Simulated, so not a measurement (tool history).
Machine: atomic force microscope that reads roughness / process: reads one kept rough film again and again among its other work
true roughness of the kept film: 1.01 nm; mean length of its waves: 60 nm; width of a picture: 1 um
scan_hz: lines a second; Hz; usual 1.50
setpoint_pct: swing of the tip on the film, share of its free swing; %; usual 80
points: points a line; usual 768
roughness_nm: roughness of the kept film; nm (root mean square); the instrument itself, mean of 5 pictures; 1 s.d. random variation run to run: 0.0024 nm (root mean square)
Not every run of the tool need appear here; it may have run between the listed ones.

run	day	scan_hz	setpoint_pct	points	roughness_nm
1	0.000	1.50	80	768	0.886
2	2.296	1.50	80	768	0.885
3	4.004	1.50	80	768	0.891
4	6.258	1.50	80	768	0.889
5	7.862	1.50	80	768	0.890
6	8.983	1.50	80	768	0.885
7	11.321	1.50	80	768	0.889
8	13.421	1.50	67	768	0.946
9	14.704	1.50	80	768	0.891
10	15.904	1.50	80	768	0.886
11	18.196	1.50	80	768	0.888
12	20.346	1.50	80	768	0.886
13	22.000	1.50	80	768	0.890
14	23.275	1.50	80	768	0.883
15	25.588	1.50	80	768	0.886
16	27.492	1.50	80	768	0.890
17	29.546	1.16	80	768	0.911
18	30.646	1.16	80	768	0.912
19	31.854	1.50	80	768	0.886
20	33.521	1.50	80	768	0.884
21	34.671	1.50	80	730	0.883
22	36.312	1.50	80	730	0.887
23	37.792	1.50	80	480	0.886
24	39.717	1.50	80	480	0.891
25	41.692	1.50	80	561	0.893
26	44.067	1.50	80	561	0.891
27	46.400	1.50	80	561	0.887
28	48.467	3.79	62	536	0.899
29	49.796	0.59	62	536	0.990
30	52.017	1.46	75	319	0.909
31	53.846	0.53	72	817	0.975
32	55.208	2.53	64	947	0.920
33	56.225	0.55	64	769	0.985
34	57.967	2.87	71	470	0.868
35	59.550	3.35	67	678	0.878
36	61.467	3.35	67	678	0.882
37	62.692	3.35	67	678	0.873
38	64.154	0.57	72	678	0.967
39	66.162	1.52	80	768	0.885
40	67.129	0.89	89	370	0.897
41	68.321	0.89	89	370	0.894
42	70.117	0.69	80	848	0.944
43	71.338	1.50	80	535	0.889
44	72.446	2.54	64	954	0.923
45	73.575	1.89	74	279	0.898
46	75.625	1.50	85	768	0.863
47	77.192	1.50	80	677	0.884
48	78.700	0.98	87	889	0.898
49	80.975	0.98	87	889	0.897
50	82.267	1.26	75	500	0.923
51	83.375	0.96	75	500	0.939
52	85.533	2.29	75	500	0.871

Between the runs listed above, the log contained 8 entries, not reproduced here. Where in the sequence does each belong, and how does what the log doesn't record of the tool's condition differ from the listed run before to the listed run after?
Runs 6 to 7: new tip fitted (day 9.267)
  radius of the tip, nm: 6 -> 5.2
Runs 11 to 12: new tip fitted (day 19.100)
  radius of the tip, nm: 5.9 -> 5.1; height scale over the true one, %: -0.05 -> -0.06
Runs 16 to 17: new tip fitted (day 29.067)
  radius of the tip, nm: 5.8 -> 5.1
Runs 23 to 24: new tip fitted (day 38.996)
  radius of the tip, nm: 5.9 -> 5.1
Runs 28 to 29: new tip fitted (day 49.025)
  radius of the tip, nm: 6 -> 5.1
Runs 34 to 35: new tip fitted (day 58.929)
  radius of the tip, nm: 5.9 -> 5.1
Runs 41 to 42: new tip fitted (day 68.829)
  radius of the tip, nm: 6 -> 5.1
Runs 47 to 48: new tip fitted (day 78.700)
  radius of the tip, nm: 5.9 -> 5
